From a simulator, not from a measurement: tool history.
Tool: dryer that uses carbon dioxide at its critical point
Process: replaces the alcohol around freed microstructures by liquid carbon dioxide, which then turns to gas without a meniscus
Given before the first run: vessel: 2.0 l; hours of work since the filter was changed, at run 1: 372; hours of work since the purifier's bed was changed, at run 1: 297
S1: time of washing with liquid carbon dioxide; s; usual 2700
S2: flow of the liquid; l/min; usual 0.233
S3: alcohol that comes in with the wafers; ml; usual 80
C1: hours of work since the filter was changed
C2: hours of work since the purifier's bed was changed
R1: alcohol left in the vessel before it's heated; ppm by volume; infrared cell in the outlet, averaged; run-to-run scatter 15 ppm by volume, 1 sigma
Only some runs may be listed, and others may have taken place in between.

run	hour	S1	S2	S3	C1	C2	R1
1	0	2700	0.233	80	372	297	1289
2	9.9	2700	0.233	80	377	302	1304
3	18.1	2700	0.233	80	380	305	1290
4	26.2	4320	0.233	80	384	309	207
5	34	4320	0.233	80	388	313	208
6	41	4320	0.233	80	391	316	213
7	48.4	4320	0.233	80	395	320	214
8	58.9	4320	0.233	80	400	325	209
9	68.2	4320	0.233	80	404	329	220
10	81.5	4320	0.233	80	410	335	221
11	93.1	2700	0.233	80	416	341	1313
12	102.9	2700	0.233	80	420	345	1327
13	119.9	2700	0.233	80	428	353	1340
14	128.3	2700	0.233	80	432	357	1351
15	144.7	2700	0.233	80	440	365	1397
16	161.4	2700	0.233	80	448	373	1352

The next listed run, before its measurement:
17	173.4	2700	0.233	80	454	379	?

R1: 1395 ppm by volume
Take away the tool's hidden state, keep the run-to-run variation as it was, and the same run would have given R1 932 ppm by volume.
